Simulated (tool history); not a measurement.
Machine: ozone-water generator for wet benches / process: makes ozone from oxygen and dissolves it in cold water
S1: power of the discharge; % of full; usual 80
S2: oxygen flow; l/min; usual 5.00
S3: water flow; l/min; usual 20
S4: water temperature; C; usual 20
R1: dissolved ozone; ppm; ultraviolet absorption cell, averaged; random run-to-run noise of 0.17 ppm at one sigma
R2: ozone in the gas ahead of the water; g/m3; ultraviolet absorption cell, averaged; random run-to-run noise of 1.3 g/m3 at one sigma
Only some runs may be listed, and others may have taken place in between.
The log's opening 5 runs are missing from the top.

{"run": 6, "hour": 392.6, "S1": 80, "S2": 5.0, "S3": 20, "S4": 20, "R1": 22.4, "R2": 240.5}
{"run": 7, "hour": 466.1, "S1": 80, "S2": 5.0, "S3": 20, "S4": 20, "R1": 22.4, "R2": 240.3}
{"run": 8, "hour": 518.1, "S1": 80, "S2": 5.0, "S3": 20, "S4": 20, "R1": 22.5, "R2": 239.9}
{"run": 9, "hour": 570.6, "S1": 80, "S2": 5.0, "S3": 20, "S4": 17, "R1": 23.3, "R2": 237.7}
{"run": 10, "hour": 650.5, "S1": 80, "S2": 5.0, "S3": 20, "S4": 17, "R1": 23.2, "R2": 240.0}
{"run": 11, "hour": 720.9, "S1": 80, "S2": 5.0, "S3": 20, "S4": 17, "R1": 23.1, "R2": 238.9}
{"run": 12, "hour": 816.6, "S1": 80, "S2": 5.0, "S3": 20, "S4": 13, "R1": 24.7, "R2": 240.7}
{"run": 13, "hour": 875.1, "S1": 80, "S2": 5.0, "S3": 20, "S4": 13, "R1": 24.8, "R2": 242.8}
{"run": 14, "hour": 961.9, "S1": 80, "S2": 5.0, "S3": 20, "S4": 13, "R1": 24.3, "R2": 239.6}
{"run": 15, "hour": 1033.3, "S1": 80, "S2": 5.0, "S3": 20, "S4": 13, "R1": 24.2, "R2": 241.1}
{"hour": 1048.5, "done": "contactor cleaned"}
{"run": 16, "hour": 1082.4, "S1": 80, "S2": 5.0, "S3": 20, "S4": 13, "R1": 24.6, "R2": 242.3}
{"run": 17, "hour": 1174.6, "S1": 80, "S2": 5.0, "S3": 20, "S4": 23, "R1": 21.2, "R2": 242.9}
{"run": 18, "hour": 1283.8, "S1": 64, "S2": 5.0, "S3": 14, "S4": 20, "R1": 25.3, "R2": 208.8}
{"run": 19, "hour": 1366.3, "S1": 80, "S2": 5.0, "S3": 20, "S4": 18, "R1": 23.1, "R2": 241.9}
{"run": 20, "hour": 1428.4, "S1": 80, "S2": 5.0, "S3": 20, "S4": 18, "R1": 23.2, "R2": 243.7}
{"run": 21, "hour": 1498.9, "S1": 80, "S2": 5.49, "S3": 20, "S4": 18, "R1": 23.1, "R2": 231.4}
{"run": 22, "hour": 1603.8, "S1": 55, "S2": 5.0, "S3": 28, "S4": 21, "R1": 12.9, "R2": 190.3}
{"run": 23, "hour": 1670.6, "S1": 80, "S2": 2.75, "S3": 13, "S4": 23, "R1": 27.3, "R2": 304.8}
{"run": 24, "hour": 1771.0, "S1": 80, "S2": 2.75, "S3": 13, "S4": 23, "R1": 27.2, "R2": 302.9}
{"run": 25, "hour": 1840.0, "S1": 49, "S2": 5.0, "S3": 26, "S4": 20, "R1": 13.1, "R2": 177.7}

For run 26, what comes out?
{"run": 26, "hour": 1884.5, "S1": 49, "S2": 3.62, "S3": 26, "S4": 20, "R1": "?", "R2": "?"}

R1: 11.9 ppm
R2: 200.7 g/m3
Minus the tool's unlogged condition, the same run would have read R1 11.9 ppm, R2 196.6 g/m3.
